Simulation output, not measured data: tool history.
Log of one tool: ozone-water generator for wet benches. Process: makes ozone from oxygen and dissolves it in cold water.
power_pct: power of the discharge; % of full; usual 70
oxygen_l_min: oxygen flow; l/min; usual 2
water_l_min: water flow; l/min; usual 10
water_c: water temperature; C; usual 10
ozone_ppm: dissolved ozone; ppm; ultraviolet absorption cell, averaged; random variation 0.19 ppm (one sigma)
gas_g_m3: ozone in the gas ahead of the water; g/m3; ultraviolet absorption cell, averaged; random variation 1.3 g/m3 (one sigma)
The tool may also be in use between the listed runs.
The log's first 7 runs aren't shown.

run,day,power_pct,oxygen_l_min,water_l_min,water_c,hours of work since the electrodes were changed,hours of work since the contactor was cleaned,hours of work since the thermometer was calibrated,ozone_ppm,gas_g_m3
8,33.429,47,3.31,7,10,4069,216,4502,30.4,154.5
9,37.471,70,2,8,10,4138,285,4572,34.2,250.2
10,40.525,70,2,8,10,4190,337,4624,34.1,249.6
11,44.712,70,2,10,10,4262,409,4696,27.8,249.3
12,47.683,70,2,8,10,4313,460,4747,33.8,249.9
13,52.104,70,2,10,10,4389,536,4822,27.5,249.8
14,54.767,70,2,10,10,4434,581,4868,27.7,251.9
15,58.496,70,2,10,10,4498,645,4932,27.6,248.9
16,61.508,70,2,10,10,4550,697,4983,27.5,249.3
17,64.654,70,1.01,10,7,4604,751,5037,24.2,350.9
18,69.554,70,1.01,10,14,4688,835,5121,23.2,349.2
19,72.704,70,1.01,10,14,4742,889,5175,22.9,349.5
20,77.079,77,1.05,15,13,4817,964,5250,15.9,362.2
21,81.546,77,1.05,15,13,4893,1040,5327,15.7,362.9
22,84.129,77,1.05,15,13,4938,1085,5371,15.6,367.3
23,89.2,77,1.05,15,13,5024,1171,5458,15.6,364
24,93.55,70,2,8,10,5099,1246,5533,33.9,248.1
25,97.125,47,1.17,8,15,5160,1307,5594,23.7,258.2
26,100.325,66,2,10,9,5215,1362,5649,27.4,238.5
27,103.479,93,1.15,15,10,5269,1416,5703,18.2,385
28,107.183,54,2.2,9,6,5333,1480,5766,27.8,204.6
# day 108.042: water thermometer calibrated
29,113.462,50,2.24,6,7,5440,1587,93,36.3,192.7
30,117.05,70,2,10,8,5501,1648,154,28.6,250.8

Forecast run 31:
31,120.925,70,2,11,10,5568,1715,221,?,?

ozone_ppm: 25.3 ppm
gas_g_m3: 249.7 g/m3
Without the tool's hidden state the same run would have given ozone_ppm 25.3 ppm, gas_g_m3 249.9 g/m3.
